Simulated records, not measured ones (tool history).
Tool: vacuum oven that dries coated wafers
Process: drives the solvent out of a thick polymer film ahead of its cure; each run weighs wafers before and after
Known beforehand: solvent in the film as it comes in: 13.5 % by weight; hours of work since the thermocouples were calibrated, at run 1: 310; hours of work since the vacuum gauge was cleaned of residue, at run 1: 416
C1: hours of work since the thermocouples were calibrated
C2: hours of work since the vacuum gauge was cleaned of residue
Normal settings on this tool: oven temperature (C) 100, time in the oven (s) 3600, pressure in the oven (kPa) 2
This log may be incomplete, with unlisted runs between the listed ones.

run 1 hour=0 | oven_temperature_(C)=100 time_in_the_oven_(s)=3600 pressure_in_the_oven_(kPa)=2 | C1=310 C2=416 | solvent_left_in_the_film_(%)=1.71
run 2 hour=9.7 | oven_temperature_(C)=100 time_in_the_oven_(s)=3600 pressure_in_the_oven_(kPa)=2 | C1=315 C2=421 | solvent_left_in_the_film_(%)=1.77
run 3 hour=20 | oven_temperature_(C)=100 time_in_the_oven_(s)=2400 pressure_in_the_oven_(kPa)=2 | C1=320 C2=426 | solvent_left_in_the_film_(%)=2.65
run 4 hour=33.8 | oven_temperature_(C)=100 time_in_the_oven_(s)=3600 pressure_in_the_oven_(kPa)=2 | C1=327 C2=432 | solvent_left_in_the_film_(%)=1.7
run 5 hour=47.2 | oven_temperature_(C)=100 time_in_the_oven_(s)=3600 pressure_in_the_oven_(kPa)=2 | C1=333 C2=439 | solvent_left_in_the_film_(%)=1.73
run 6 hour=58.7 | oven_temperature_(C)=100 time_in_the_oven_(s)=3600 pressure_in_the_oven_(kPa)=2 | C1=338 C2=444 | solvent_left_in_the_film_(%)=1.75
run 7 hour=71.3 | oven_temperature_(C)=100 time_in_the_oven_(s)=3600 pressure_in_the_oven_(kPa)=2.11 | C1=344 C2=450 | solvent_left_in_the_film_(%)=1.78
run 8 hour=87.3 | oven_temperature_(C)=100 time_in_the_oven_(s)=3600 pressure_in_the_oven_(kPa)=1.04 | C1=352 C2=458 | solvent_left_in_the_film_(%)=1.2
run 9 hour=103.2 | oven_temperature_(C)=100 time_in_the_oven_(s)=3600 pressure_in_the_oven_(kPa)=1.04 | C1=360 C2=465 | solvent_left_in_the_film_(%)=1.23
run 10 hour=120.2 | oven_temperature_(C)=107 time_in_the_oven_(s)=3600 pressure_in_the_oven_(kPa)=2 | C1=368 C2=474 | solvent_left_in_the_film_(%)=1.06
run 11 hour=132.4 | oven_temperature_(C)=107 time_in_the_oven_(s)=3600 pressure_in_the_oven_(kPa)=2 | C1=374 C2=479 | solvent_left_in_the_film_(%)=1.06
run 12 hour=151.3 | oven_temperature_(C)=107 time_in_the_oven_(s)=3600 pressure_in_the_oven_(kPa)=2 | C1=383 C2=488 | solvent_left_in_the_film_(%)=1.07
run 13 hour=162.8 | oven_temperature_(C)=107 time_in_the_oven_(s)=3600 pressure_in_the_oven_(kPa)=2 | C1=388 C2=494 | solvent_left_in_the_film_(%)=1.08
run 14 hour=175.7 | oven_temperature_(C)=107 time_in_the_oven_(s)=3600 pressure_in_the_oven_(kPa)=2 | C1=394 C2=500 | solvent_left_in_the_film_(%)=1.08
run 15 hour=188.9 | oven_temperature_(C)=107 time_in_the_oven_(s)=3600 pressure_in_the_oven_(kPa)=2 | C1=401 C2=506 | solvent_left_in_the_film_(%)=1.06
run 16 hour=196.5 | oven_temperature_(C)=100 time_in_the_oven_(s)=3600 pressure_in_the_oven_(kPa)=5.99 | C1=404 C2=510 | solvent_left_in_the_film_(%)=3.89
run 17 hour=212.7 | oven_temperature_(C)=100 time_in_the_oven_(s)=3600 pressure_in_the_oven_(kPa)=5.99 | C1=412 C2=518 | solvent_left_in_the_film_(%)=3.92
run 18 hour=231 | oven_temperature_(C)=100 time_in_the_oven_(s)=6480 pressure_in_the_oven_(kPa)=2 | C1=421 C2=527 | solvent_left_in_the_film_(%)=1.25
run 19 hour=244.8 | oven_temperature_(C)=100 time_in_the_oven_(s)=6480 pressure_in_the_oven_(kPa)=2 | C1=427 C2=533 | solvent_left_in_the_film_(%)=1.25
run 20 hour=256.5 | oven_temperature_(C)=111 time_in_the_oven_(s)=3600 pressure_in_the_oven_(kPa)=7.24 | C1=433 C2=539 | solvent_left_in_the_film_(%)=2.9
run 21 hour=267.7 | oven_temperature_(C)=87 time_in_the_oven_(s)=3600 pressure_in_the_oven_(kPa)=1.1 | C1=438 C2=544 | solvent_left_in_the_film_(%)=3.69
run 22 hour=281 | oven_temperature_(C)=87 time_in_the_oven_(s)=3600 pressure_in_the_oven_(kPa)=1.1 | C1=445 C2=550 | solvent_left_in_the_film_(%)=3.62
run 23 hour=293 | oven_temperature_(C)=87 time_in_the_oven_(s)=5220 pressure_in_the_oven_(kPa)=5.99 | C1=451 C2=556 | solvent_left_in_the_film_(%)=6.47
run 24 hour=302.2 | oven_temperature_(C)=90 time_in_the_oven_(s)=6240 pressure_in_the_oven_(kPa)=5.99 | C1=455 C2=561 | solvent_left_in_the_film_(%)=5.47
run 25 hour=310.6 | oven_temperature_(C)=108 time_in_the_oven_(s)=3480 pressure_in_the_oven_(kPa)=2 | C1=459 C2=565 | solvent_left_in_the_film_(%)=1.04
run 26 hour=323.8 | oven_temperature_(C)=108 time_in_the_oven_(s)=3480 pressure_in_the_oven_(kPa)=2 | C1=465 C2=571 | solvent_left_in_the_film_(%)=1.05
run 27 hour=341.2 | oven_temperature_(C)=90 time_in_the_oven_(s)=6360 pressure_in_the_oven_(kPa)=1.44 | C1=474 C2=579 | solvent_left_in_the_film_(%)=1.87
run 28 hour=356 | oven_temperature_(C)=90 time_in_the_oven_(s)=5940 pressure_in_the_oven_(kPa)=1.48 | C1=481 C2=586 | solvent_left_in_the_film_(%)=1.98
run 29 hour=370.1 | oven_temperature_(C)=102 time_in_the_oven_(s)=3600 pressure_in_the_oven_(kPa)=6.01 | C1=487 C2=593 | solvent_left_in_the_film_(%)=3.55
run 30 hour=384.6 | oven_temperature_(C)=99 time_in_the_oven_(s)=2640 pressure_in_the_oven_(kPa)=1.4 | C1=494 C2=600 | solvent_left_in_the_film_(%)=2.26
run 31 hour=399.3 | oven_temperature_(C)=100 time_in_the_oven_(s)=1920 pressure_in_the_oven_(kPa)=7.06 | C1=501 C2=607 | solvent_left_in_the_film_(%)=5.67
run 32 hour=416 | oven_temperature_(C)=99 time_in_the_oven_(s)=3060 pressure_in_the_oven_(kPa)=7.9 | C1=509 C2=615 | solvent_left_in_the_film_(%)=5.43
run 33 hour=425.1 | oven_temperature_(C)=91 time_in_the_oven_(s)=2220 pressure_in_the_oven_(kPa)=2 | C1=514 C2=619 | solvent_left_in_the_film_(%)=4.94
run 34 hour=433.3 | oven_temperature_(C)=100 time_in_the_oven_(s)=3600 pressure_in_the_oven_(kPa)=6.38 | C1=518 C2=623 | solvent_left_in_the_film_(%)=4.17
run 35 hour=449.6 | oven_temperature_(C)=101 time_in_the_oven_(s)=3660 pressure_in_the_oven_(kPa)=6.38 | C1=525 C2=631 | solvent_left_in_the_film_(%)=3.88
run 36 hour=458.3 | oven_temperature_(C)=96 time_in_the_oven_(s)=3600 pressure_in_the_oven_(kPa)=2 | C1=530 C2=635 | solvent_left_in_the_film_(%)=2.4
run 37 hour=472.6 | oven_temperature_(C)=100 time_in_the_oven_(s)=1860 pressure_in_the_oven_(kPa)=2 | C1=536 C2=642 | solvent_left_in_the_film_(%)=3.46

What if the next run were any one of these 4? Each begins from the tool's condition after run 37:
run A hour=488.6 | oven_temperature_(C)=107 time_in_the_oven_(s)=3600 pressure_in_the_oven_(kPa)=2 | C1=544 C2=650 | solvent_left_in_the_film_(%)=?
run B hour=488.6 | oven_temperature_(C)=100 time_in_the_oven_(s)=3600 pressure_in_the_oven_(kPa)=3.64 | C1=544 C2=650 | solvent_left_in_the_film_(%)=?
run C hour=488.6 | oven_temperature_(C)=110 time_in_the_oven_(s)=3600 pressure_in_the_oven_(kPa)=2 | C1=544 C2=650 | solvent_left_in_the_film_(%)=?
run D hour=488.6 | oven_temperature_(C)=100 time_in_the_oven_(s)=2640 pressure_in_the_oven_(kPa)=2.37 | C1=544 C2=650 | solvent_left_in_the_film_(%)=?

run=A solvent_left_in_the_film_(%)=1.1
run=B solvent_left_in_the_film_(%)=2.66
run=C solvent_left_in_the_film_(%)=0.92
run=D solvent_left_in_the_film_(%)=2.59
Take away the tool's hidden state, keep each run's random variation, and the runs would have read:
run=A solvent_left_in_the_film_(%)=1.03
run=B solvent_left_in_the_film_(%)=2.56
run=C solvent_left_in_the_film_(%)=0.85
run=D solvent_left_in_the_film_(%)=2.49
